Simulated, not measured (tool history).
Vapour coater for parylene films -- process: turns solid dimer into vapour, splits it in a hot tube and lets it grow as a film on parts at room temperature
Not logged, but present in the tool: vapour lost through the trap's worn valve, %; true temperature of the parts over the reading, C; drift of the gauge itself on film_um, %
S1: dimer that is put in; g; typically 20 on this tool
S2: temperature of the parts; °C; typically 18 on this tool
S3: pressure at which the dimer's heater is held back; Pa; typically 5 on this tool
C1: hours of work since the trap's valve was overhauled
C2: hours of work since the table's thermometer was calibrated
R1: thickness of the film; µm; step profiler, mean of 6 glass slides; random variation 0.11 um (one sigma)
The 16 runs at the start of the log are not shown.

run	hour	S1	S2	S3	C1	C2	R1
17	261.2	20	18	5	43	496	14.61
18	272.9	20	18	5	49	502	14.63
19	291.3	23	18	5	59	512	16.86
20	312.1	23	18	5	71	524	16.77
21	327.7	32	18	5	79	532	23.15
22	342.1	29	18	5	87	540	21.12
23	362	29	18	5	98	551	21.04
24	374.7	29	18	5	105	558	20.69
25	389.5	29	18	5	113	566	20.93
26	408.7	29	18	5	124	577	20.63
27	421.8	28	18	10.05	131	584	18.5
28	437.7	20	25	10.05	140	593	11.78
29	452.1	20	28	5	148	601	12.21
30	464.7	20	28	5	154	608	12.04
31	479.8	20	28	5	163	616	12.15
32	491.4	13	12	6.4	169	622	9.7
33	500.4	15	18	7.73	174	627	10.11
34	517.4	32	18	11.92	183	637	20.16
35	528.7	9	18	7.1	190	643	6.04
36	539.4	15	15	5	196	649	11.11
37	552	15	15	5	202	656	10.93
38	563.6	24	11	2.6	209	662	20.14
39	576.4	29	22	10.98	216	669	17.29
40	591.3	9	17	5	224	677	6.37
41	603.7	9	17	5	231	684	6.25

Forecast run 42:
# hour 621.6: trap's valve overhauled
42	623.6	9	17	5	1	693	?

Logged for run 42: R1 6.82 µm.
The same run, on a tool lacking any hidden state, would have yielded R1 6.87 µm.
